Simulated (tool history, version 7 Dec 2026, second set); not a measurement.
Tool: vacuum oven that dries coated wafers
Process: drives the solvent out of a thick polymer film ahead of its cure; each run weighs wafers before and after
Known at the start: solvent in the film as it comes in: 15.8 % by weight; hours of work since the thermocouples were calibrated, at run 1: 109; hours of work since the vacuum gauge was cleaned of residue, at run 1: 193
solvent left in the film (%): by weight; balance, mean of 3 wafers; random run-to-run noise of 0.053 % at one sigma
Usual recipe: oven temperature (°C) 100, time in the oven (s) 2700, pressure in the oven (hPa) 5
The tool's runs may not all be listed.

run    day  oven temperature (°C)  time in the oven (s)  pressure in the oven (hPa)  hours of work since the thermocouples were calibrated  hours of work since the vacuum gauge was cleaned of residue  solvent left in the film (%)
  1      0                    100                  2700                           5                                                    109                                                          193                           1.8
  2  0.579                    100                  2700                        8.76                                                    119                                                          203                          2.46
  3  1.125                    100                  2700                           5                                                    129                                                          212                          1.71
  4  1.521                    100                  2700                        13.5                                                    135                                                          219                          3.38
  5  2.338                    100                  2700                        13.5                                                    149                                                          233                          3.46
  6  2.858                    100                  2700                           5                                                    158                                                          242                          1.75
  7  3.283                    100                  2700                           5                                                    166                                                          250                          1.79
  8  3.917                    100                  2700                           5                                                    177                                                          260                          1.77
  9  4.767                    100                  2700                           5                                                    191                                                          275                           1.8
 10  5.329                    100                  2700                           5                                                    201                                                          285                          1.75
     5.454  -- vacuum gauge cleaned of residue and calibrated
 11  6.271                    105                  2700                           5                                                    216                                                           14                          1.35
 12  6.904                    109                  3600                        6.79                                                    227                                                           25                          1.36
 13  7.471                    109                  3600                        6.79                                                    237                                                           35                          1.34
 14  8.167                    108                  2520                       12.19                                                    249                                                           47                          2.34

The next listed run, before its measurement:
     8.371  -- vacuum gauge cleaned of residue and calibrated, once more
 15  8.9                    100                  2700                        2.85                                                    260                                                            9                             ?

solvent left in the film (%): 0.98
If the tool had no hidden condition, the same run with the same run-to-run variation would have returned solvent left in the film (%) 1.06.

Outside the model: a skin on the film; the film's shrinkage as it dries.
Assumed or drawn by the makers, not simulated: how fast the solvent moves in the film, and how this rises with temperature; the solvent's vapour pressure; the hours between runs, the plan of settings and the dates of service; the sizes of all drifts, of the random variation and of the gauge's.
